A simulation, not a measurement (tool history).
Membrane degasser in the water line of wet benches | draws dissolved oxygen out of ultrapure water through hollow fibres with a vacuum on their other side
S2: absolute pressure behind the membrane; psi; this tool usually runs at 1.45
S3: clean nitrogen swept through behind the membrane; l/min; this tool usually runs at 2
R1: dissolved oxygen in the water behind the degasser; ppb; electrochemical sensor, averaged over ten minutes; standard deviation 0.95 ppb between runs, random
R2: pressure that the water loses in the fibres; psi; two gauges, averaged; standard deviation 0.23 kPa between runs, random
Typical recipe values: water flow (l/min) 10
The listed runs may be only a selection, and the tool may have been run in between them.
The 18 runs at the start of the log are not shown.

Run 19, hour 519.7: usual settings but S2 3.54 psi, S3 1.14 l/min. Result: R1 447.5 ppb, R2 8.492 psi.
Run 20, hour 553.5: usual settings but S2 1.36 psi. Result: R1 95 ppb, R2 8.582 psi.
Run 21, hour 576.1: usual settings but S2 1.36 psi. Result: R1 93.8 ppb, R2 8.525 psi.
Run 22, hour 614.4: usual settings but water flow (l/min) 13, S2 1.41 psi, S3 5.37 l/min. Result: R1 84.9 ppb, R2 11.09 psi.
Run 23, hour 639.1: usual settings but water flow (l/min) 16, S2 1.91 psi, S3 1.6 l/min. Result: R1 329.2 ppb, R2 13.722 psi.
At hour 643.4: vacuum gauge calibrated.
Run 24, hour 664.4: usual settings but water flow (l/min) 16, S2 1.91 psi, S3 1.6 l/min. Result: R1 331 ppb, R2 13.763 psi.
Run 25, hour 701.3: usual settings but S3 1.94 l/min. Result: R1 105.8 ppb, R2 8.56 psi.
Run 26, hour 732.2: usual settings but S3 1.94 l/min. Result: R1 105.9 ppb, R2 8.595 psi.
Run 27, hour 756.1: usual settings but S2 2.05 psi, S3 0.87 l/min. Result: R1 311.3 ppb, R2 8.573 psi.
At hour 766.9: vacuum gauge calibrated, once more.
Run 28, hour 790.4: usual settings but water flow (l/min) 8, S3 1.1 l/min. Result: R1 128.2 ppb, R2 6.857 psi.
Run 29, hour 823.3: usual settings but water flow (l/min) 8, S3 1.1 l/min. Result: R1 125.3 ppb, R2 6.869 psi.
Run 30, hour 842.2: usual settings but water flow (l/min) 7, S3 3.37 l/min. Result: R1 38.8 ppb, R2 5.962 psi.
Run 31, hour 886.1: usual settings but water flow (l/min) 9, S2 1.96 psi, S3 1.65 l/min. Result: R1 148.3 ppb, R2 7.672 psi.
Run 32, hour 922.7: usual settings but water flow (l/min) 9, S2 1.96 psi, S3 1.65 l/min. Result: R1 148.3 ppb, R2 7.707 psi.

Alternative continuations, all from the tool just after run 32; predict every row:
Run A, hour 947.9: usual settings but water flow (l/min) 9, S2 2.94 psi, S3 1.73 l/min. Result: R1 ?, R2 ?.
Run B, hour 947.9: usual settings but water flow (l/min) 6, S2 0.96 psi, S3 5 l/min. Result: R1 ?, R2 ?.
Run C, hour 947.9: usual settings but water flow (l/min) 6, S2 2.47 psi, S3 2.68 l/min. Result: R1 ?, R2 ?.
Run D, hour 947.9: usual settings but water flow (l/min) 15. Result: R1 ?, R2 ?.

run     R1      R2
  A  229.5     7.7
  B     12   5.121
  C   82.8   5.107
  D  196.5  12.855
The same runs, with their run-to-run variation unchanged, on a tool lacking any hidden condition would have given:
run     R1      R2
  A  219.9   7.629
  B   11.2   5.075
  C   77.3    5.06
  D  190.7  12.739

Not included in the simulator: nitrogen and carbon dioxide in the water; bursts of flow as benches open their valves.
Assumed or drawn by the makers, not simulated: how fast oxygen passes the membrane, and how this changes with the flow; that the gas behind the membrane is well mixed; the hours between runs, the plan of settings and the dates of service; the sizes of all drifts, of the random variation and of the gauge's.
